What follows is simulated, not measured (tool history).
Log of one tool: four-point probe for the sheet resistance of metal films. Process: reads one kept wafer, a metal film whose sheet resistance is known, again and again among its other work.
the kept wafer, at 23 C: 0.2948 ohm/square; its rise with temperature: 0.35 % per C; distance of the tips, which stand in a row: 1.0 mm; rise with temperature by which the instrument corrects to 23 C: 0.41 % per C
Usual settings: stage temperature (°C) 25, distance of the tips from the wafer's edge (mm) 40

| run | hour | stage temperature (°C) | distance of the tips from the wafer's edge (mm) | sheet resistance as the instrument gives it (ohm/square) |
|---|---|---|---|---|
| 1 | 0 | 25 | 40 | 0.29391 |
| 2 | 10.6 | 25 | 40 | 0.294028 |
| 3 | 20.4 | 25 | 40 | 0.293977 |
| 4 | 34.5 | 25 | 40 | 0.293982 |
| 5 | 49.6 | 25 | 40 | 0.293942 |
| 6 | 66.2 | 25 | 40 | 0.293946 |
| 7 | 77.9 | 25 | 40 | 0.293891 |
| 8 | 90.5 | 25 | 40 | 0.294022 |
| 9 | 98.4 | 25 | 8 | 0.296267 |
| 10 | 107 | 30 | 40 | 0.293104 |
| 11 | 120.4 | 30 | 40 | 0.293102 |
| 12 | 133 | 25 | 40 | 0.294036 |
| 13 | 142.7 | 25 | 40 | 0.293922 |
| 14 | 154.3 | 25 | 40 | 0.293924 |
| 15 | 170.3 | 25 | 40 | 0.293961 |
| 16 | 178.5 | 25 | 40 | 0.29394 |
| 17 | 186 | 25 | 38 | 0.294055 |
| 18 | 195.7 | 25 | 38 | 0.29394 |
| 19 | 205.3 | 25 | 38 | 0.294116 |
| 20 | 220.6 | 25 | 40 | 0.294007 |
| 21 | 231.1 | 25 | 40 | 0.294046 |
| 22 | 239 | 25 | 40 | 0.294148 |
| 23 | 250.7 | 20 | 34 | 0.295102 |
| 24 | 260 | 19 | 59 | 0.294997 |
| 25 | 268.3 | 31 | 19 | 0.293373 |
| 26 | 282.3 | 31 | 19 | 0.2933 |
| 27 | 292.4 | 31 | 19 | 0.293212 |
| 28 | 301.1 | 31 | 19 | 0.293238 |
| 29 | 312.6 | 29 | 4 | 0.302822 |
| 30 | 321.7 | 29 | 4 | 0.302662 |
| 31 | 339 | 29 | 4 | 0.303222 |
| 32 | 351.8 | 19 | 7 | 0.298696 |
| 33 | 366.2 | 19 | 7 | 0.298737 |
| 34 | 377.6 | 19 | 7 | 0.298729 |
| 35 | 391.1 | 24 | 8 | 0.296918 |
| 36 | 400.8 | 19 | 30 | 0.295735 |
| 37 | 414.8 | 19 | 30 | 0.295589 |
| 38 | 426.8 | 19 | 15 | 0.296133 |
| 39 | 441.6 | 20 | 16 | 0.295848 |
| 40 | 454.9 | 20 | 16 | 0.295927 |
| 41 | 463.9 | 33 | 16 | 0.293627 |
| 42 | 474.2 | 21 | 16 | 0.295768 |
| 43 | 487 | 21 | 16 | 0.29584 |
| 44 | 497.8 | 25 | 68 | 0.294393 |

Taken out of this log: 2 entries between the listed runs. Where each belongs, and how the hidden state differs across it:
Between runs 23 and 24: stage's thermometer calibrated (hour 252.8)
  inner tips' distance over the nominal, %: -0.069 -> -0.067; wafer's true temperature over the reading, C: -0.22 -> -0.31
  measured less the result without the state, sheet resistance as the instrument gives it (ohm/square): -0.000453 -> -0.000536
Between runs 30 and 31: stage's thermometer calibrated, once more (hour 328.4)
  inner tips' distance over the nominal, %: -0.05 -> -0.046; wafer's true temperature over the reading, C: -0.32 -> 0.02
  measured less the result without the state, sheet resistance as the instrument gives it (ohm/square): -0.000495 -> -0.000124
